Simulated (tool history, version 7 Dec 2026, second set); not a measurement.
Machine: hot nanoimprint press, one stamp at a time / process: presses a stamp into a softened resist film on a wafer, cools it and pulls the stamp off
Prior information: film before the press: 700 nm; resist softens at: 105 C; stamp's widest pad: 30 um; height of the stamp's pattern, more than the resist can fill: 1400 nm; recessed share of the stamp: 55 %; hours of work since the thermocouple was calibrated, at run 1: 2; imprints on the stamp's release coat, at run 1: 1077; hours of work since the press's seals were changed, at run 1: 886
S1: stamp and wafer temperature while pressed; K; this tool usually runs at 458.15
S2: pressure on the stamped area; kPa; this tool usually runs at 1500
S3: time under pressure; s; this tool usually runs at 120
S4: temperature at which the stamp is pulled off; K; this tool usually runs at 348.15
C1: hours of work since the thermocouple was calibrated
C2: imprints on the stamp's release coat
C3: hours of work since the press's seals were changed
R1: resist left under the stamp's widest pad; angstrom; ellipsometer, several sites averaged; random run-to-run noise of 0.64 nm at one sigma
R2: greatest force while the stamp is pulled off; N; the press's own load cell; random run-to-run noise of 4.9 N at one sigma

{"run": 1, "day": 0.0, "S1": 458.15, "S2": 1500, "S3": 120, "S4": 348.15, "C1": 2, "C2": 1077, "C3": 886, "R1": 2485, "R2": 235}
{"run": 2, "day": 2.054, "S1": 458.15, "S2": 1500, "S3": 120, "S4": 335.15, "C1": 39, "C2": 1296, "C3": 923, "R1": 2500, "R2": 319}
{"day": 3.883, "done": "stamp cleaned and given a new release coat"}
{"day": 4.467, "done": "press's hydraulic seals changed and the load cell set to zero"}
{"run": 3, "day": 4.888, "S1": 458.15, "S2": 1500, "S3": 120, "S4": 335.15, "C1": 79, "C2": 72, "C3": 8, "R1": 2497, "R2": 316}
{"run": 4, "day": 6.533, "S1": 458.15, "S2": 1500, "S3": 120, "S4": 335.15, "C1": 108, "C2": 248, "C3": 37, "R1": 2483, "R2": 325}
{"run": 5, "day": 8.775, "S1": 458.15, "S2": 1500, "S3": 120, "S4": 335.15, "C1": 149, "C2": 487, "C3": 77, "R1": 2489, "R2": 319}
{"run": 6, "day": 10.221, "S1": 458.15, "S2": 1500, "S3": 120, "S4": 335.15, "C1": 174, "C2": 642, "C3": 103, "R1": 2484, "R2": 327}
{"run": 7, "day": 11.65, "S1": 458.15, "S2": 1500, "S3": 104, "S4": 348.15, "C1": 200, "C2": 795, "C3": 129, "R1": 2609, "R2": 244}
{"run": 8, "day": 13.154, "S1": 458.15, "S2": 1500, "S3": 120, "S4": 348.15, "C1": 227, "C2": 956, "C3": 156, "R1": 2497, "R2": 242}
{"run": 9, "day": 14.546, "S1": 458.15, "S2": 1500, "S3": 120, "S4": 348.15, "C1": 252, "C2": 1105, "C3": 180, "R1": 2489, "R2": 241}
{"run": 10, "day": 15.946, "S1": 458.15, "S2": 1500, "S3": 120, "S4": 348.15, "C1": 277, "C2": 1254, "C3": 206, "R1": 2499, "R2": 243}
{"run": 11, "day": 17.446, "S1": 458.15, "S2": 1500, "S3": 71, "S4": 346.15, "C1": 304, "C2": 1415, "C3": 232, "R1": 2995, "R2": 245}
{"day": 18.117, "done": "stamp cleaned and given a new release coat"}
{"run": 12, "day": 19.388, "S1": 458.15, "S2": 2150, "S3": 71, "S4": 354.15, "C1": 334, "C2": 136, "C3": 263, "R1": 2431, "R2": 207}
{"day": 20.167, "done": "plate thermocouple calibrated"}
{"run": 13, "day": 21.233, "S1": 458.15, "S2": 1580, "S3": 120, "S4": 348.15, "C1": 19, "C2": 320, "C3": 293, "R1": 2421, "R2": 237}
{"run": 14, "day": 22.808, "S1": 468.15, "S2": 1500, "S3": 120, "S4": 335.15, "C1": 47, "C2": 489, "C3": 322, "R1": 1823, "R2": 319}
{"run": 15, "day": 24.071, "S1": 460.15, "S2": 1400, "S3": 94, "S4": 348.15, "C1": 70, "C2": 624, "C3": 344, "R1": 2642, "R2": 237}
{"run": 16, "day": 25.871, "S1": 461.15, "S2": 1500, "S3": 120, "S4": 354.15, "C1": 102, "C2": 816, "C3": 377, "R1": 2254, "R2": 203}
{"run": 17, "day": 27.783, "S1": 461.15, "S2": 1500, "S3": 120, "S4": 354.15, "C1": 136, "C2": 1021, "C3": 411, "R1": 2261, "R2": 209}
{"run": 18, "day": 30.196, "S1": 458.15, "S2": 1200, "S3": 120, "S4": 348.15, "C1": 180, "C2": 1279, "C3": 454, "R1": 2825, "R2": 240}
{"day": 32.096, "done": "stamp cleaned and given a new release coat"}
{"run": 19, "day": 32.938, "S1": 458.15, "S2": 2110, "S3": 64, "S4": 348.15, "C1": 224, "C2": 90, "C3": 499, "R1": 2565, "R2": 241}

Run 20 is up next; what results do you expect?
{"run": 20, "day": 34.142, "S1": 449.15, "S2": 1800, "S3": 73, "S4": 342.15, "C1": 246, "C2": 219, "C3": 520, "R1": "?", "R2": "?"}

Run 20 yielded R1 3589 angstrom, R2 276 N.
Minus the tool's unlogged condition, the same run would have read R1 3587 angstrom, R2 275 N.
